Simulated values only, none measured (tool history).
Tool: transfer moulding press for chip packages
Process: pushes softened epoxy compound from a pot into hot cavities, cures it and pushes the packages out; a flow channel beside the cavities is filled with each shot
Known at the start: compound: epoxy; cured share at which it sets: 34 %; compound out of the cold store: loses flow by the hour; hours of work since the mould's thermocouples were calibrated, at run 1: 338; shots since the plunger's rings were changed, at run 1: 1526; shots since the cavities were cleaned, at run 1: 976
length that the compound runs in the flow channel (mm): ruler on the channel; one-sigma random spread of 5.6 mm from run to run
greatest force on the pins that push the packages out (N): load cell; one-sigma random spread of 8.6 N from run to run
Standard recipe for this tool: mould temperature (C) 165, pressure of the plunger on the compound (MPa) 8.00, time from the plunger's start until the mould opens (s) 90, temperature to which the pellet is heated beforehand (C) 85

run,day,mould temperature (C),pressure of the plunger on the compound (MPa),time from the plunger's start until the mould opens (s),temperature to which the pellet is heated beforehand (C),hours of work since the mould's thermocouples were calibrated,shots since the plunger's rings were changed,shots since the cavities were cleaned,incoming compound's hours out of the cold store,length that the compound runs in the flow channel (mm),greatest force on the pins that push the packages out (N)
1,0.000,165,8.00,90,85,338,1526,976,8.1,1006,729
# day 0.475: cavities cleaned with cleaning compound and waxed
2,1.483,165,8.00,90,85,365,2052,372,43.2,896,528
3,2.783,165,8.00,108,85,389,2534,854,35.9,904,533
# day 3.588: cavities cleaned with cleaning compound and waxed
4,3.867,165,8.00,108,85,408,2912,104,17.8,953,351
# day 4.821: plunger's sealing rings changed
5,4.821,165,6.28,108,85,423,0,419,22.8,875,444
6,5.950,157,7.71,72,76,444,417,836,23.1,995,1805
# day 6.742: cavities cleaned with cleaning compound and waxed
7,6.742,157,7.71,72,76,458,687,0,45.8,925,941
8,7.562,166,7.16,74,88,473,992,305,17.7,924,685
9,8.800,166,7.16,74,88,496,1450,763,35.5,862,833
# day 9.783: cavities cleaned with cleaning compound and waxed
10,9.783,166,7.16,74,88,513,1791,0,43.0,837,464

4 ways to go on from here, each from the tool as it stands after run 10. What would each give?
A,10.658,165,8.99,90,85,529,2114,323,20.2,?,?
B,10.658,160,7.10,74,92,529,2114,323,14.9,?,?
C,10.658,158,7.16,74,75,529,2114,323,13.0,?,?
D,10.658,166,7.41,74,77,529,2114,323,22.7,?,?

run,length that the compound runs in the flow channel (mm),greatest force on the pins that push the packages out (N)
A,1007,519
B,934,1114
C,964,1292
D,915,729
Take away the tool's hidden state, keep each run's random variation, and the runs would have read:
run,length that the compound runs in the flow channel (mm),greatest force on the pins that push the packages out (N)
A,1054,386
B,978,846
C,1010,969
D,958,555
